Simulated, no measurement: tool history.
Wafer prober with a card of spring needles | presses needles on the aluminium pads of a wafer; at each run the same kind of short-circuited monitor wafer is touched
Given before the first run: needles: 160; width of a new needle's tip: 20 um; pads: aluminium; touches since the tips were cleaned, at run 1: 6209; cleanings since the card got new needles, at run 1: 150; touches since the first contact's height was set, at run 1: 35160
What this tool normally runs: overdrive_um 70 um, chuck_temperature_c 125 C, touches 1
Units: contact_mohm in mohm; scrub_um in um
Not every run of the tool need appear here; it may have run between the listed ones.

run,hour,overdrive_um,chuck_temperature_c,touches,touches since the tips were cleaned,cleanings since the card got new needles,touches since the first contact's height was set,contact_mohm,scrub_um
1,0,70,125,1,6209,150,35160,345,13.92
# hour 3.9: tips cleaned on abrasive film
# hour 22.8: tips cleaned on abrasive film
# hour 37.9: tips cleaned on abrasive film
# hour 56.8: tips cleaned on abrasive film
2,64.6,70,125,2,4006,154,68121,287,13.92
# hour 72.2: tips cleaned on abrasive film
# hour 91.1: tips cleaned on abrasive film
# hour 110: tips cleaned on abrasive film
# hour 125.2: tips cleaned on abrasive film
# hour 144.1: tips cleaned on abrasive film
3,157.2,70,125,2,6747,159,115403,302,13.73
# hour 161.1: tips cleaned on abrasive film
# hour 180: tips cleaned on abrasive film
# hour 195.1: tips cleaned on abrasive film
# hour 195.4: height of the first contact set anew
# hour 214.3: tips cleaned on abrasive film
# hour 231.1: tips cleaned on abrasive film
4,231.1,70,77,2,0,164,18197,218,13.96
# hour 249.9: tips cleaned on abrasive film
# hour 268.8: tips cleaned on abrasive film
# hour 287.7: tips cleaned on abrasive film
# hour 306.6: tips cleaned on abrasive film
5,313.8,70,106,1,3653,168,60452,347,13.95
# hour 325.1: tips cleaned on abrasive film
# hour 344: tips cleaned on abrasive film
# hour 361.9: tips cleaned on abrasive film
6,361.9,53,125,1,0,171,85030,251,10.4
# hour 380.8: tips cleaned on abrasive film
# hour 399.7: tips cleaned on abrasive film
7,413.6,53,125,1,7143,173,111474,456,10.41
# hour 417.5: tips cleaned on abrasive film
# hour 432.6: tips cleaned on abrasive film
# hour 451.5: tips cleaned on abrasive film
# hour 463.1: height of the first contact set anew
# hour 467: tips cleaned on abrasive film
8,468.6,53,125,1,815,177,2746,336,10.6
# hour 483.7: tips cleaned on abrasive film
# hour 502.6: tips cleaned on abrasive film
# hour 517.7: tips cleaned on abrasive film
# hour 536.6: tips cleaned on abrasive film
9,550.1,70,125,1,6902,181,44390,360,13.9
# hour 553.9: tips cleaned on abrasive film
# hour 569.1: tips cleaned on abrasive film
# hour 588: tips cleaned on abrasive film
10,596.9,70,125,1,4570,184,68260,352,13.88
# hour 604.5: tips cleaned on abrasive film
# hour 623.4: tips cleaned on abrasive film
# hour 642.3: tips cleaned on abrasive film
# hour 661.2: tips cleaned on abrasive film
11,674.3,70,93,1,6723,188,107772,366,13.82
# hour 678.1: tips cleaned on abrasive film
# hour 693.3: tips cleaned on abrasive film
# hour 712.1: tips cleaned on abrasive film
# hour 727.5: height of the first contact set anew
# hour 731.3: tips cleaned on abrasive film
12,735,70,125,1,1899,192,3829,335,13.86
# hour 750.2: tips cleaned on abrasive film
# hour 765.3: tips cleaned on abrasive film
# hour 784.2: tips cleaned on abrasive film
# hour 803.1: tips cleaned on abrasive film
13,807.9,70,125,2,2453,196,41024,293,13.92
# hour 819.3: tips cleaned on abrasive film
# hour 834.4: tips cleaned on abrasive film
# hour 853.3: tips cleaned on abrasive film
# hour 872.2: tips cleaned on abrasive film
14,883.7,70,125,2,5922,200,79755,306,13.86
# hour 887.6: tips cleaned on abrasive film
# hour 902.7: tips cleaned on abrasive film
# hour 921.6: tips cleaned on abrasive film
# hour 936.8: tips cleaned on abrasive film
15,947,77,97,1,5250,204,112030,340,15.12
# hour 954.6: tips cleaned on abrasive film
# hour 973.5: tips cleaned on abrasive film
# hour 992.4: tips cleaned on abrasive film
# hour 992.7: height of the first contact set anew
16,1006,89,125,2,6827,207,6827,269,17.78
# hour 1009.9: tips cleaned on abrasive film
# hour 1028.8: tips cleaned on abrasive film
# hour 1047.7: tips cleaned on abrasive film
# hour 1062.8: tips cleaned on abrasive film
# hour 1081.7: tips cleaned on abrasive film
17,1084.3,89,125,2,1312,212,46742,250,17.66
# hour 1099.4: tips cleaned on abrasive film
# hour 1118.3: tips cleaned on abrasive film
# hour 1137.2: tips cleaned on abrasive film
18,1137.3,70,69,2,69,215,73833,226,13.87
# hour 1152.5: tips cleaned on abrasive film
# hour 1171.4: tips cleaned on abrasive film
# hour 1190.3: tips cleaned on abrasive film
# hour 1205.5: tips cleaned on abrasive film
19,1205.5,70,69,2,11,219,108600,215,13.77
# hour 1220.7: tips cleaned on abrasive film
# hour 1239.6: tips cleaned on abrasive film
# hour 1258.5: tips cleaned on abrasive film
# hour 1258.8: height of the first contact set anew
20,1271.6,84,60,2,6608,222,6608,272,16.77
# hour 1275.5: tips cleaned on abrasive film
# hour 1294.4: tips cleaned on abrasive film
# hour 1313.3: tips cleaned on abrasive film
21,1320.4,84,60,2,3665,225,31505,267,16.73
# hour 1331.8: tips cleaned on abrasive film
# hour 1350.7: tips cleaned on abrasive film
# hour 1369.6: tips cleaned on abrasive film
# hour 1388.5: tips cleaned on abrasive film
# hour 1406.8: tips cleaned on abrasive film
22,1406.8,55,54,2,0,230,75588,229,10.85
# hour 1425.7: tips cleaned on abrasive film
# hour 1444.6: tips cleaned on abrasive film
23,1451.4,55,54,2,3469,232,98357,358,10.85
# hour 1462.7: tips cleaned on abrasive film
# hour 1481.6: tips cleaned on abrasive film
24,1490.5,65,54,1,4561,234,118358,396,12.82

3 options for the next run, each taken on its own from the tool as it stands now. Forecast them:
# hour 1498.1: tips cleaned on abrasive film
# hour 1513.3: tips cleaned on abrasive film
# hour 1524.9: height of the first contact set anew
# hour 1532.5: tips cleaned on abrasive film
# hour 1551.4: tips cleaned on abrasive film
A,1556.7,55,54,2,2757,238,16268,?,?
# hour 1498.1: tips cleaned on abrasive film
# hour 1513.3: tips cleaned on abrasive film
# hour 1524.9: height of the first contact set anew
# hour 1532.5: tips cleaned on abrasive film
# hour 1551.4: tips cleaned on abrasive film
B,1556.7,86,68,1,2757,238,16268,?,?
# hour 1498.1: tips cleaned on abrasive film
# hour 1513.3: tips cleaned on abrasive film
# hour 1524.9: height of the first contact set anew
# hour 1532.5: tips cleaned on abrasive film
# hour 1551.4: tips cleaned on abrasive film
C,1556.7,70,79,1,2757,238,16268,?,?

run,contact_mohm,scrub_um
A,346,10.95
B,299,17.18
C,343,13.94
With the hidden condition removed and each run's random variation left untouched, the same runs would have given:
run,contact_mohm,scrub_um
A,209,10.99
B,204,17.22
C,207,13.98
